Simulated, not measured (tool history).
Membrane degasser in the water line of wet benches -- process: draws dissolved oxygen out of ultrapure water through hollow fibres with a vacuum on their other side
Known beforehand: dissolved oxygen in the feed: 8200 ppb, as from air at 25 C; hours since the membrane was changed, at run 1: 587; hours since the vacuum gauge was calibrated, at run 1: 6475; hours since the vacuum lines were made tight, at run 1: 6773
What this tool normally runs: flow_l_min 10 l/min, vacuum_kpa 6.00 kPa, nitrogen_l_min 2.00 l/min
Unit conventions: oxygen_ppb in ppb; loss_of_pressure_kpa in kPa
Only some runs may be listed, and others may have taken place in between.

| run | hour | flow_l_min | vacuum_kpa | nitrogen_l_min | hours since the membrane was changed | hours since the vacuum gauge was calibrated | hours since the vacuum lines were made tight | oxygen_ppb | loss_of_pressure_kpa |
|---|---|---|---|---|---|---|---|---|---|
| 1 | 0.0 | 10 | 6.00 | 2.00 | 587 | 6475 | 6773 | 45.4 | 66.59 |
| 2 | 263.8 | 10 | 6.00 | 2.00 | 851 | 6739 | 7036 | 46.6 | 66.39 |
| 3 | 589.7 | 10 | 6.00 | 2.00 | 1177 | 7064 | 7362 | 46.8 | 66.88 |
| 4 | 755.8 | 10 | 6.00 | 2.00 | 1343 | 7230 | 7528 | 47.3 | 66.89 |
| 5 | 1077.2 | 12 | 6.00 | 2.00 | 1664 | 7552 | 7850 | 63.7 | 80.45 |
| 6 | 1359.7 | 12 | 6.00 | 2.00 | 1947 | 7834 | 8132 | 63.6 | 80.60 |
| 7 | 1620.5 | 12 | 6.00 | 2.00 | 2208 | 8095 | 8393 | 65.1 | 81.17 |
| 8 | 1851.8 | 10 | 13.37 | 2.00 | 2439 | 8326 | 8624 | 142.5 | 67.54 |
|  | 1961.9 | seals of the vacuum lines changed |
| 9 | 2007.5 | 10 | 13.37 | 2.00 | 2592 | 8480 | 46 | 136.7 | 67.76 |
| 10 | 2160.6 | 15 | 6.00 | 2.00 | 2746 | 8633 | 199 | 96.6 | 101.75 |
|  | 2393.1 | vacuum gauge calibrated |
| 11 | 2393.1 | 10 | 6.00 | 2.00 | 2978 | 0 | 431 | 39.9 | 67.81 |
| 12 | 2596.0 | 10 | 6.00 | 2.00 | 3181 | 203 | 634 | 41.3 | 67.85 |
| 13 | 2920.5 | 10 | 6.00 | 2.00 | 3505 | 527 | 958 | 41.2 | 68.30 |
| 14 | 3093.3 | 10 | 6.00 | 2.00 | 3678 | 700 | 1131 | 41.2 | 67.88 |
| 15 | 3295.7 | 10 | 6.00 | 2.11 | 3880 | 903 | 1333 | 39.5 | 68.00 |
| 16 | 3437.1 | 10 | 6.00 | 2.11 | 4022 | 1044 | 1475 | 40.3 | 68.46 |
| 17 | 3708.2 | 11 | 6.00 | 2.00 | 4293 | 1315 | 1746 | 50.0 | 75.78 |
| 18 | 3962.1 | 12 | 6.00 | 4.53 | 4547 | 1569 | 2000 | 36.0 | 82.46 |
| 19 | 4156.5 | 12 | 6.00 | 4.53 | 4741 | 1763 | 2194 | 36.2 | 82.97 |
| 20 | 4424.4 | 12 | 6.00 | 4.53 | 5009 | 2031 | 2462 | 36.2 | 83.75 |
| 21 | 4658.8 | 6 | 10.74 | 2.00 | 5243 | 2266 | 2696 | 59.4 | 41.58 |
| 22 | 4850.2 | 14 | 7.11 | 3.27 | 5435 | 2457 | 2888 | 75.3 | 97.28 |
| 23 | 5035.0 | 14 | 10.50 | 0.80 | 5620 | 2642 | 3073 | 320.7 | 96.84 |
| 24 | 5268.9 | 14 | 10.50 | 0.80 | 5853 | 2876 | 3306 | 321.0 | 97.71 |
| 25 | 5542.4 | 14 | 10.50 | 0.80 | 6127 | 3149 | 3580 | 327.0 | 97.79 |
| 26 | 5833.7 | 10 | 11.02 | 2.00 | 6418 | 3441 | 3871 | 107.8 | 69.63 |
| 27 | 6093.9 | 10 | 11.02 | 2.00 | 6678 | 3701 | 4132 | 109.7 | 70.00 |
| 28 | 6260.5 | 13 | 7.82 | 1.76 | 6845 | 3867 | 4298 | 116.7 | 91.62 |
| 29 | 6589.1 | 10 | 14.05 | 1.20 | 7174 | 4196 | 4627 | 233.8 | 71.03 |
| 30 | 6893.5 | 10 | 6.00 | 3.70 | 7478 | 4500 | 4931 | 29.3 | 70.87 |
| 31 | 7079.3 | 16 | 8.45 | 0.83 | 7664 | 4686 | 5117 | 299.0 | 113.32 |

Some steps in oxygen_ppb, run to run, broken into two amounts with sign: the step expected even without the hidden condition (settings, incoming material, random variation), and the rest, left for the hidden condition together with whatever gauge scatter is not in both the measured and the hidden-condition-free result:
The tool's hidden condition here consists of: membrane still open, %; true pressure behind the membrane over the reading, kPa; air that leaks in behind the membrane, l/min; drift of the gauge itself on oxygen_ppb, %; drift of the gauge itself on loss_of_pressure_kpa, %.
Run 10 -> 11: flow_l_min 15 -> 10, vacuum gauge calibrated. oxygen_ppb -56.7 ppb: hidden state -13.0, all else -43.7.
Run 22 -> 23: vacuum_kpa 7.11 -> 10.50, nitrogen_l_min 3.27 -> 0.80. oxygen_ppb +245.4 ppb: hidden state +6.8, all else +238.6.
Run 25 -> 26: flow_l_min 14 -> 10, vacuum_kpa 10.50 -> 11.02, nitrogen_l_min 0.80 -> 2.00. oxygen_ppb -219.2 ppb: hidden state -11.6, all else -207.6.
Run 30 -> 31: flow_l_min 10 -> 16, vacuum_kpa 6.00 -> 8.45, nitrogen_l_min 3.70 -> 0.83. oxygen_ppb +269.7 ppb: hidden state +27.1, all else +242.6.

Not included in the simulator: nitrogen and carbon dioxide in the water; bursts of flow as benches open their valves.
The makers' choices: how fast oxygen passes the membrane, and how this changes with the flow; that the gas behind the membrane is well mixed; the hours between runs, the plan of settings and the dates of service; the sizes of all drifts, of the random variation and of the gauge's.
